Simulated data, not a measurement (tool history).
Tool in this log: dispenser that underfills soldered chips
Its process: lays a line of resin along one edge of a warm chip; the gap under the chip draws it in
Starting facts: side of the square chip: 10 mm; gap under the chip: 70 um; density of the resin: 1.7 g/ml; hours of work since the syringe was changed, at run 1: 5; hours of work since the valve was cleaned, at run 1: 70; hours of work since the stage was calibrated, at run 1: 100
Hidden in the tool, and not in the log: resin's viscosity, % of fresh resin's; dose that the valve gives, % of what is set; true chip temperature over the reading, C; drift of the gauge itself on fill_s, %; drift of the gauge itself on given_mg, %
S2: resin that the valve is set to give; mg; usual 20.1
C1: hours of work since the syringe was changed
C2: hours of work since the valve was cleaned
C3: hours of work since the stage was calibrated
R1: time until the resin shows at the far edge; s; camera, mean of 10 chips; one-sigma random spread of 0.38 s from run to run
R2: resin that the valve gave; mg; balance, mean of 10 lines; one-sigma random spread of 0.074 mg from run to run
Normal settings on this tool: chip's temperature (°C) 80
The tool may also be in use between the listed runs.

{"run": 1, "day": 0.0, "chip's temperature (°C)": 80, "S2": 20.1, "C1": 5, "C2": 70, "C3": 100, "R1": 30, "R2": 18.97}
{"day": 0.071, "done": "new syringe of resin"}
{"day": 0.112, "done": "dispensing valve cleaned and set on the balance"}
{"day": 0.517, "done": "new syringe of resin"}
{"run": 2, "day": 0.517, "chip's temperature (°C)": 80, "S2": 20.1, "C1": 0, "C2": 6, "C3": 107, "R1": 22.1, "R2": 20.04}
{"day": 0.942, "done": "new syringe of resin"}
{"run": 3, "day": 1.092, "chip's temperature (°C)": 80, "S2": 20.6, "C1": 2, "C2": 15, "C3": 116, "R1": 25.3, "R2": 20.61}
{"day": 1.354, "done": "new syringe of resin"}
{"run": 4, "day": 1.379, "chip's temperature (°C)": 80, "S2": 20.6, "C1": 0, "C2": 19, "C3": 120, "R1": 23.1, "R2": 20.42}
{"run": 5, "day": 1.675, "chip's temperature (°C)": 80, "S2": 20.6, "C1": 5, "C2": 24, "C3": 125, "R1": 30.3, "R2": 20.34}
{"day": 1.788, "done": "new syringe of resin"}
{"day": 2.188, "done": "new syringe of resin"}
{"run": 6, "day": 2.242, "chip's temperature (°C)": 80, "S2": 20.6, "C1": 1, "C2": 32, "C3": 133, "R1": 23.1, "R2": 20.27}
{"day": 2.608, "done": "new syringe of resin"}
{"run": 7, "day": 2.754, "chip's temperature (°C)": 80, "S2": 20.6, "C1": 2, "C2": 40, "C3": 141, "R1": 24.5, "R2": 20.21}
{"day": 3.025, "done": "new syringe of resin"}
{"run": 8, "day": 3.133, "chip's temperature (°C)": 80, "S2": 20.7, "C1": 2, "C2": 45, "C3": 146, "R1": 24.2, "R2": 20.17}
{"day": 3.442, "done": "new syringe of resin"}
{"run": 9, "day": 3.621, "chip's temperature (°C)": 80, "S2": 20.7, "C1": 3, "C2": 53, "C3": 154, "R1": 25.6, "R2": 19.99}
{"day": 3.858, "done": "new syringe of resin"}
{"run": 10, "day": 4.196, "chip's temperature (°C)": 80, "S2": 20.7, "C1": 5, "C2": 61, "C3": 163, "R1": 29.6, "R2": 19.94}
{"day": 4.296, "done": "new syringe of resin"}
{"day": 4.704, "done": "new syringe of resin"}
{"run": 11, "day": 4.733, "chip's temperature (°C)": 80, "S2": 20.7, "C1": 0, "C2": 69, "C3": 170, "R1": 22, "R2": 19.82}
{"day": 4.917, "done": "dispensing valve cleaned and set on the balance"}
{"run": 12, "day": 5.096, "chip's temperature (°C)": 80, "S2": 20.7, "C1": 5, "C2": 3, "C3": 175, "R1": 29.9, "R2": 20.75}
{"day": 5.192, "done": "new syringe of resin"}
{"run": 13, "day": 5.55, "chip's temperature (°C)": 80, "S2": 20.7, "C1": 5, "C2": 10, "C3": 182, "R1": 29.2, "R2": 20.58}
{"day": 5.621, "done": "new syringe of resin"}
{"day": 6.017, "done": "new syringe of resin"}
{"run": 14, "day": 6.054, "chip's temperature (°C)": 94, "S2": 20.1, "C1": 1, "C2": 17, "C3": 190, "R1": 11.3, "R2": 19.8}
{"run": 15, "day": 6.367, "chip's temperature (°C)": 94, "S2": 20.1, "C1": 5, "C2": 22, "C3": 195, "R1": 14.4, "R2": 19.69}
{"day": 6.433, "done": "new syringe of resin"}
{"day": 6.838, "done": "new syringe of resin"}
{"run": 16, "day": 6.912, "chip's temperature (°C)": 80, "S2": 20.1, "C1": 1, "C2": 30, "C3": 203, "R1": 22.3, "R2": 19.9}
{"day": 7.258, "done": "new syringe of resin"}
{"run": 17, "day": 7.421, "chip's temperature (°C)": 80, "S2": 20.1, "C1": 2, "C2": 38, "C3": 210, "R1": 25.2, "R2": 19.61}
{"day": 7.662, "done": "new syringe of resin"}
{"run": 18, "day": 7.979, "chip's temperature (°C)": 80, "S2": 19.7, "C1": 5, "C2": 46, "C3": 219, "R1": 28.1, "R2": 19.12}
{"day": 8.071, "done": "new syringe of resin"}
{"day": 8.471, "done": "new syringe of resin"}
{"run": 19, "day": 8.471, "chip's temperature (°C)": 69, "S2": 24.3, "C1": 0, "C2": 53, "C3": 226, "R1": 37.1, "R2": 23.49}
{"day": 8.879, "done": "new syringe of resin"}
{"run": 20, "day": 9.046, "chip's temperature (°C)": 83, "S2": 25.6, "C1": 3, "C2": 62, "C3": 235, "R1": 20.3, "R2": 24.54}
{"day": 9.3, "done": "new syringe of resin"}
{"run": 21, "day": 9.621, "chip's temperature (°C)": 79, "S2": 23.3, "C1": 5, "C2": 71, "C3": 243, "R1": 29.3, "R2": 22.27}
{"day": 9.712, "done": "dispensing valve cleaned and set on the balance"}
{"day": 9.767, "done": "new syringe of resin"}
{"run": 22, "day": 10.012, "chip's temperature (°C)": 84, "S2": 25.5, "C1": 4, "C2": 4, "C3": 249, "R1": 20.8, "R2": 25.53}
{"day": 10.167, "done": "new syringe of resin"}
{"run": 23, "day": 10.3, "chip's temperature (°C)": 80, "S2": 21, "C1": 2, "C2": 9, "C3": 253, "R1": 22.6, "R2": 21.09}
{"day": 10.6, "done": "new syringe of resin"}
{"run": 24, "day": 10.817, "chip's temperature (°C)": 80, "S2": 21, "C1": 3, "C2": 17, "C3": 261, "R1": 25.4, "R2": 20.81}
{"day": 10.996, "done": "new syringe of resin"}
{"run": 25, "day": 11.329, "chip's temperature (°C)": 67, "S2": 17.6, "C1": 5, "C2": 24, "C3": 268, "R1": 56.2, "R2": 17.32}
{"day": 11.433, "done": "new syringe of resin"}
{"run": 26, "day": 11.658, "chip's temperature (°C)": 81, "S2": 25.2, "C1": 3, "C2": 29, "C3": 273, "R1": 23.7, "R2": 24.73}
{"day": 11.833, "done": "new syringe of resin"}
{"day": 12.254, "done": "new syringe of resin"}
{"run": 27, "day": 12.254, "chip's temperature (°C)": 85, "S2": 25.2, "C1": 0, "C2": 38, "C3": 282, "R1": 16.7, "R2": 24.62}
{"day": 12.658, "done": "new syringe of resin"}
{"run": 28, "day": 12.658, "chip's temperature (°C)": 85, "S2": 25.2, "C1": 0, "C2": 44, "C3": 288, "R1": 16.2, "R2": 24.64}
{"run": 29, "day": 13.012, "chip's temperature (°C)": 67, "S2": 21.7, "C1": 6, "C2": 50, "C3": 294, "R1": 54.2, "R2": 21.1}
{"day": 13.079, "done": "new syringe of resin"}
{"day": 13.5, "done": "new syringe of resin"}
{"run": 30, "day": 13.5, "chip's temperature (°C)": 89, "S2": 20.1, "C1": 0, "C2": 57, "C3": 301, "R1": 13.3, "R2": 19.35}
{"run": 31, "day": 13.821, "chip's temperature (°C)": 68, "S2": 21.9, "C1": 5, "C2": 62, "C3": 306, "R1": 50.5, "R2": 21.07}
{"day": 13.925, "done": "new syringe of resin"}
{"run": 32, "day": 14.258, "chip's temperature (°C)": 73, "S2": 20.7, "C1": 5, "C2": 68, "C3": 312, "R1": 40.4, "R2": 19.77}
{"day": 14.338, "done": "new syringe of resin"}
{"day": 14.529, "done": "dispensing valve cleaned and set on the balance"}
{"run": 33, "day": 14.592, "chip's temperature (°C)": 69, "S2": 24.4, "C1": 3, "C2": 1, "C3": 317, "R1": 44.8, "R2": 24.54}

Each run again, without the hidden state but with its own random variation kept:
run=1 R1=23 R2=19.95
run=2 R1=23.4 R2=20.05
run=3 R1=23.3 R2=20.75
run=4 R1=23.2 R2=20.61
run=5 R1=23.2 R2=20.59
run=6 R1=23.2 R2=20.64
run=7 R1=22.9 R2=20.68
run=8 R1=23.3 R2=20.71
run=9 R1=23.1 R2=20.64
run=10 R1=23.3 R2=20.7
run=11 R1=23 R2=20.69
run=12 R1=23.4 R2=20.77
run=13 R1=22.9 R2=20.69
run=14 R1=11.8 R2=20
run=15 R1=11.2 R2=19.96
run=16 R1=22.8 R2=20.29
run=17 R1=23.3 R2=20.1
run=18 R1=23.1 R2=19.71
run=19 R1=41.2 R2=24.34
run=20 R1=19.6 R2=25.59
run=21 R1=24.4 R2=23.35
run=22 R1=18.4 R2=25.57
run=23 R1=22.1 R2=21.17
run=24 R1=23.4 R2=20.99
run=25 R1=46.5 R2=17.56
run=26 R1=21.4 R2=25.15
run=27 R1=18.5 R2=25.18
run=28 R1=18.4 R2=25.31
run=29 R1=45.1 R2=21.76
run=30 R1=14.8 R2=20.03
run=31 R1=42.5 R2=21.89
run=32 R1=34 R2=20.62
run=33 R1=42.1 R2=24.56
